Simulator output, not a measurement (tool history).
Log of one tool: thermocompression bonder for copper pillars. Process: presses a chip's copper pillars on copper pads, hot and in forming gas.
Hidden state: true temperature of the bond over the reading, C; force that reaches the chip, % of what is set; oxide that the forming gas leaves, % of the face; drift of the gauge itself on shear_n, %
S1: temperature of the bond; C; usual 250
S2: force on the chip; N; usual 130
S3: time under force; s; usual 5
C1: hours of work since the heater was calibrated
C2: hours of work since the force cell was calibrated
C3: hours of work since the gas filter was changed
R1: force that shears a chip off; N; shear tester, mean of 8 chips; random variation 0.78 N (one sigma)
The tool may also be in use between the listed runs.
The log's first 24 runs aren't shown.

| run | hour | S1 | S2 | S3 | C1 | C2 | C3 | R1 |
|---|---|---|---|---|---|---|---|---|
| 25 | 1677.1 | 232 | 107 | 12 | 898 | 79 | 73 | 47.3 |
| 26 | 1731.1 | 278 | 130 | 5 | 922 | 102 | 96 | 78.1 |
| 27 | 1795.7 | 278 | 130 | 13 | 949 | 130 | 124 | 101.8 |
| 28 | 1870.9 | 223 | 147 | 11 | 982 | 163 | 157 | 46.6 |
|  | 1882.8 | forming gas filter changed |
| 29 | 1944.2 | 223 | 110 | 3 | 1013 | 194 | 27 | 22.5 |
| 30 | 2018 | 250 | 192 | 5 | 1045 | 226 | 58 | 70.9 |
| 31 | 2062.5 | 273 | 154 | 3 | 1064 | 245 | 78 | 68.9 |
| 32 | 2123.2 | 264 | 106 | 10 | 1091 | 271 | 104 | 70 |
| 33 | 2179.2 | 231 | 130 | 14 | 1115 | 295 | 128 | 52.5 |
| 34 | 2244.7 | 231 | 130 | 14 | 1143 | 324 | 156 | 53.1 |
|  | 2254 | forming gas filter changed |
| 35 | 2323.2 | 231 | 130 | 14 | 1177 | 357 | 30 | 56.5 |
| 36 | 2415.7 | 231 | 130 | 14 | 1217 | 397 | 70 | 55.2 |
| 37 | 2461.4 | 231 | 130 | 14 | 1236 | 417 | 89 | 54 |
| 38 | 2530.7 | 231 | 130 | 14 | 1266 | 447 | 119 | 52.2 |
| 39 | 2573.3 | 279 | 108 | 6 | 1285 | 465 | 138 | 68.1 |

4 ways to go on from here, each from the tool as it stands after run 39. What would each give?
|  | 2627.1 | forming gas filter changed |
| A | 2657.8 | 224 | 189 | 5 | 1321 | 502 | 13 | ? |
|  | 2627.1 | forming gas filter changed |
| B | 2657.8 | 279 | 157 | 5 | 1321 | 502 | 13 | ? |
|  | 2627.1 | forming gas filter changed |
| C | 2657.8 | 237 | 126 | 7 | 1321 | 502 | 13 | ? |
|  | 2627.1 | forming gas filter changed |
| D | 2657.8 | 224 | 185 | 6 | 1321 | 502 | 13 | ? |

| run | R1 |
|---|---|
| A | 42.9 |
| B | 87.3 |
| C | 46.1 |
| D | 46.2 |
Without the tool's hidden state the same runs would have given:
| run | R1 |
|---|---|
| A | 51.9 |
| B | 98.1 |
| C | 55.2 |
| D | 55.6 |
